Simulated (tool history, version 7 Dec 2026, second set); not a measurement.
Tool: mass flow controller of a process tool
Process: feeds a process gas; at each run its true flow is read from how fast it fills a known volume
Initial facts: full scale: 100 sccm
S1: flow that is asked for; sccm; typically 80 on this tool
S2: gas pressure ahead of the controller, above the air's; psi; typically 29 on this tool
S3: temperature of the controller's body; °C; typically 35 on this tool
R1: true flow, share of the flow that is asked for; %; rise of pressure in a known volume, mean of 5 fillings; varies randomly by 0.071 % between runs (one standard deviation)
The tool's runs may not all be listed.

run,hour,S1,S2,S3,R1
1,0,80,29,35,99.23
2,84.6,80,29,35,99.33
3,163.2,80,29,35,99.33
4,243.1,80,29,35,99.4
5,291.7,80,29,35,99.47
6,342.3,80,29,35,99.46
7,403.9,80,29,35,99.34
8,460.9,80,29,35,99.34
9,506,80,29,35,99.54
10,603.1,80,29,35,99.33
11,695.6,80,29,35,99.38
12,747.3,80,29,35,99.41
13,836.5,80,29,35,99.49
14,939.5,13,29,35,98.31
15,1025.3,13,29,35,98.22
16,1070.6,25,29,35,98.61
17,1169.1,25,29,40,98.41
18,1229.6,25,29,40,98.45
19,1275.8,25,29,29,98.84
20,1352.9,80,29,35,99.33
21,1441.5,80,29,35,99.42
22,1519.6,80,29,35,99.56
23,1613.6,80,29,24,99.89
24,1718.3,80,29,35,99.48
25,1782.4,35,39,26,98.82
26,1844.5,67,31.8,32,99.4
27,1936.5,67,31.8,32,99.41
28,1984.3,67,31.8,32,99.49
29,2048,80,32.2,34,99.59
30,2131.9,27,35.7,32,98.61
31,2234,27,35.7,32,98.56
32,2292.7,55,32.3,35,99.15
33,2375.1,55,32.3,35,99.08
34,2427.2,46,29,38,99.02
35,2499.2,14,29,23,98.53
36,2575,14,29,23,98.58
37,2642,51,29,39,99.06
38,2745.6,80,29,33,99.62
39,2796.4,80,29,33,99.71
40,2901.1,17,24.8,25,98.82
41,3001.1,45,20.5,23,99.69
42,3090.5,45,20.5,23,99.62
43,3183.6,12,31.3,26,98.29
44,3232.8,68,23.4,30,99.68
45,3276.2,68,23.4,30,99.83
46,3371.1,23,32.1,30,98.68
47,3468.9,20,20.9,38,98.73

Each row is a separate what-if for the run after 47, all from the same tool condition, not one after another. Results?
A,3567,14,29,38,?
B,3567,20,36.5,23,?
C,3567,80,22.6,35,?

run,R1
A,98.04
B,98.5
C,99.77
The same runs, with their run-to-run variation unchanged, on a tool lacking any hidden condition would have given:
run,R1
A,98.47
B,98.69
C,99.52
